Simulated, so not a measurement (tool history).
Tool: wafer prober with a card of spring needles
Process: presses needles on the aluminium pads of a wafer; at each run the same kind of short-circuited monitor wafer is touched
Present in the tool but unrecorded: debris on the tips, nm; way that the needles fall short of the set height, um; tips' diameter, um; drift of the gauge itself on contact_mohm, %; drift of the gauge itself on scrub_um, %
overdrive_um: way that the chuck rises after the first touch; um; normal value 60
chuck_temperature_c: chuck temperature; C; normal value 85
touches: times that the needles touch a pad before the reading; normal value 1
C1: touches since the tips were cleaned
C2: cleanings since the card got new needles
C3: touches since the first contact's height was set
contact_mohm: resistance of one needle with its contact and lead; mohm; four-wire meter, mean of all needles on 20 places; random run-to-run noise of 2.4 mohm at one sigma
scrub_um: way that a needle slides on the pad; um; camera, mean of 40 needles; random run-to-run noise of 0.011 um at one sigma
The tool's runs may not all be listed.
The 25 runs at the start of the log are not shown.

{"run": 26, "hour": 905.2, "overdrive_um": 48, "chuck_temperature_c": 70, "touches": 2, "C1": 7452, "C2": 23, "C3": 16616, "contact_mohm": 263, "scrub_um": 6.16}
{"hour": 913.3, "done": "tips cleaned on abrasive film"}
{"run": 27, "hour": 947.0, "overdrive_um": 68, "chuck_temperature_c": 85, "touches": 1, "C1": 4863, "C2": 24, "C3": 22644, "contact_mohm": 268, "scrub_um": 8.72}
{"run": 28, "hour": 970.3, "overdrive_um": 56, "chuck_temperature_c": 85, "touches": 1, "C1": 8221, "C2": 24, "C3": 26002, "contact_mohm": 270, "scrub_um": 7.19}
{"hour": 974.6, "done": "tips cleaned on abrasive film"}
{"run": 29, "hour": 1011.0, "overdrive_um": 56, "chuck_temperature_c": 85, "touches": 1, "C1": 5257, "C2": 25, "C3": 31864, "contact_mohm": 266, "scrub_um": 7.18}
{"hour": 1035.7, "done": "tips cleaned on abrasive film"}
{"run": 30, "hour": 1064.0, "overdrive_um": 56, "chuck_temperature_c": 85, "touches": 1, "C1": 4085, "C2": 26, "C3": 39498, "contact_mohm": 268, "scrub_um": 7.18}
{"hour": 1096.6, "done": "tips cleaned on abrasive film"}
{"run": 31, "hour": 1096.6, "overdrive_um": 63, "chuck_temperature_c": 28, "touches": 1, "C1": 0, "C2": 27, "C3": 44188, "contact_mohm": 252, "scrub_um": 8.05}
{"run": 32, "hour": 1124.9, "overdrive_um": 40, "chuck_temperature_c": 36, "touches": 2, "C1": 4085, "C2": 27, "C3": 48273, "contact_mohm": 262, "scrub_um": 5.11}
{"run": 33, "hour": 1151.3, "overdrive_um": 50, "chuck_temperature_c": 57, "touches": 1, "C1": 7893, "C2": 27, "C3": 52081, "contact_mohm": 264, "scrub_um": 6.39}

Consider 5 possible next runs. They are alternatives, not a sequence: every one starts from the tool as it was left by run 33. What does each give?
{"hour": 1158.1, "done": "tips cleaned on abrasive film"}
{"run": "A", "hour": 1191.2, "overdrive_um": 52, "chuck_temperature_c": 85, "touches": 2, "C1": 4781, "C2": 28, "C3": 57825, "contact_mohm": "?", "scrub_um": "?"}
{"hour": 1158.1, "done": "tips cleaned on abrasive film"}
{"run": "B", "hour": 1191.2, "overdrive_um": 44, "chuck_temperature_c": 31, "touches": 2, "C1": 4781, "C2": 28, "C3": 57825, "contact_mohm": "?", "scrub_um": "?"}
{"hour": 1158.1, "done": "tips cleaned on abrasive film"}
{"run": "C", "hour": 1191.2, "overdrive_um": 60, "chuck_temperature_c": 45, "touches": 1, "C1": 4781, "C2": 28, "C3": 57825, "contact_mohm": "?", "scrub_um": "?"}
{"hour": 1158.1, "done": "tips cleaned on abrasive film"}
{"run": "D", "hour": 1191.2, "overdrive_um": 60, "chuck_temperature_c": 34, "touches": 1, "C1": 4781, "C2": 28, "C3": 57825, "contact_mohm": "?", "scrub_um": "?"}
{"hour": 1158.1, "done": "tips cleaned on abrasive film"}
{"run": "E", "hour": 1191.2, "overdrive_um": 72, "chuck_temperature_c": 30, "touches": 3, "C1": 4781, "C2": 28, "C3": 57825, "contact_mohm": "?", "scrub_um": "?"}

run=A contact_mohm=270 scrub_um=6.64
run=B contact_mohm=254 scrub_um=5.63
run=C contact_mohm=252 scrub_um=7.68
run=D contact_mohm=251 scrub_um=7.68
run=E contact_mohm=245 scrub_um=9.18
The same runs, with their run-to-run variation unchanged, on a tool lacking any hidden condition would have given:
run=A contact_mohm=269 scrub_um=6.79
run=B contact_mohm=254 scrub_um=5.76
run=C contact_mohm=252 scrub_um=7.85
run=D contact_mohm=250 scrub_um=7.85
run=E contact_mohm=245 scrub_um=9.39
